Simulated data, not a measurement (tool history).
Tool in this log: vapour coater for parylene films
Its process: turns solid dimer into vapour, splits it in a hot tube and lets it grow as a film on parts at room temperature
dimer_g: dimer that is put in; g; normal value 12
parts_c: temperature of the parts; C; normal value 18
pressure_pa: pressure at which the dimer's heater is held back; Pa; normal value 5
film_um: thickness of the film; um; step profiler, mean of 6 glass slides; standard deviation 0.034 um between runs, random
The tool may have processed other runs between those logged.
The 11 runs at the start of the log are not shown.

run	hour	dimer_g	parts_c	pressure_pa	film_um
12	186.2	13	18	5	3.8
13	205.2	12	18	4.13	3.7
# hour 210.2: trap's valve overhauled
14	224	12	18	5	3.43
15	238	12	18	5	3.39
16	254	12	18	5	3.44
17	268	12	18	5	3.42
18	291.2	12	18	5	3.41
# hour 300.5: trap's valve overhauled, once more
19	305.5	12	18	5	3.67
20	316.4	12	18	5	3.69
21	335.9	12	18	5	3.63
22	351.7	12	18	5	3.61
23	375	12	18	5	3.61
24	387.6	20	18	5	6.08
25	401.2	20	18	5	6
26	410.9	20	18	5	5.99
27	424.6	12	18	4.65	3.61
28	448.1	12	11	10.26	3.39
29	457.7	12	14	9.25	3.34
30	476.2	12	26	5	3.07
31	492.7	12	16	8.14	3.28

What will run 32 give?
32	502.7	9	16	8.14	?

{"run 32": {"film_um": 2.42}}
Without the tool's hidden state the same run would have given film_um 2.5 um.
